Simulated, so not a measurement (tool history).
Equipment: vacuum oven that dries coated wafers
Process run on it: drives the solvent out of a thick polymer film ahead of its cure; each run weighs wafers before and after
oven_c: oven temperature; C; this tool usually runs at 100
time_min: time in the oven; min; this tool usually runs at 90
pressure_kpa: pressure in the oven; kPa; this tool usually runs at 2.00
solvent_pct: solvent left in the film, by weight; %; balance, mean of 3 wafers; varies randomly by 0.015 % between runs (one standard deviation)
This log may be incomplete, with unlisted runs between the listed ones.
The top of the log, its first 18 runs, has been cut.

-- hour=839.9 vacuum gauge cleaned of residue and calibrated
run 19 hour=866.2 | oven_c=106 time_min=47 pressure_kpa=2.34 | solvent_pct=1.39
run 20 hour=909.2 | oven_c=106 time_min=47 pressure_kpa=2.34 | solvent_pct=1.37
run 21 hour=962.5 | oven_c=106 time_min=47 pressure_kpa=2.34 | solvent_pct=1.38
-- hour=967.7 oven's thermocouples calibrated
run 22 hour=1000.4 | oven_c=104 time_min=124 pressure_kpa=2.58 | solvent_pct=0.56
run 23 hour=1034.1 | oven_c=98 time_min=147 pressure_kpa=2.51 | solvent_pct=0.75
run 24 hour=1064.2 | oven_c=98 time_min=63 pressure_kpa=1.36 | solvent_pct=2.22
run 25 hour=1127.4 | oven_c=98 time_min=63 pressure_kpa=1.36 | solvent_pct=2.19
run 26 hour=1189.6 | oven_c=103 time_min=94 pressure_kpa=1.36 | solvent_pct=0.54
-- hour=1216.8 vacuum gauge cleaned of residue and calibrated, once more
run 27 hour=1239.2 | oven_c=114 time_min=94 pressure_kpa=1.98 | solvent_pct=0.26
run 28 hour=1283.8 | oven_c=114 time_min=94 pressure_kpa=1.98 | solvent_pct=0.23
run 29 hour=1343.0 | oven_c=89 time_min=65 pressure_kpa=1.10 | solvent_pct=4.52
run 30 hour=1386.7 | oven_c=89 time_min=65 pressure_kpa=1.10 | solvent_pct=4.51
run 31 hour=1445.7 | oven_c=89 time_min=65 pressure_kpa=1.10 | solvent_pct=4.49
run 32 hour=1478.6 | oven_c=87 time_min=65 pressure_kpa=1.13 | solvent_pct=5.15

4 ways to go on from here, each from the tool as it stands after run 32. What would each give?
run A hour=1536.8 | oven_c=92 time_min=90 pressure_kpa=2.00 | solvent_pct=?
run B hour=1536.8 | oven_c=86 time_min=55 pressure_kpa=1.13 | solvent_pct=?
run C hour=1536.8 | oven_c=87 time_min=65 pressure_kpa=6.35 | solvent_pct=?
run D hour=1536.8 | oven_c=112 time_min=90 pressure_kpa=4.03 | solvent_pct=?

run=A solvent_pct=2.42
run=B solvent_pct=6.22
run=C solvent_pct=6.30
run=D solvent_pct=0.54
Had the tool no hidden state, the same runs would have come out as:
run=A solvent_pct=2.59
run=B solvent_pct=6.44
run=C solvent_pct=6.53
run=D solvent_pct=0.56

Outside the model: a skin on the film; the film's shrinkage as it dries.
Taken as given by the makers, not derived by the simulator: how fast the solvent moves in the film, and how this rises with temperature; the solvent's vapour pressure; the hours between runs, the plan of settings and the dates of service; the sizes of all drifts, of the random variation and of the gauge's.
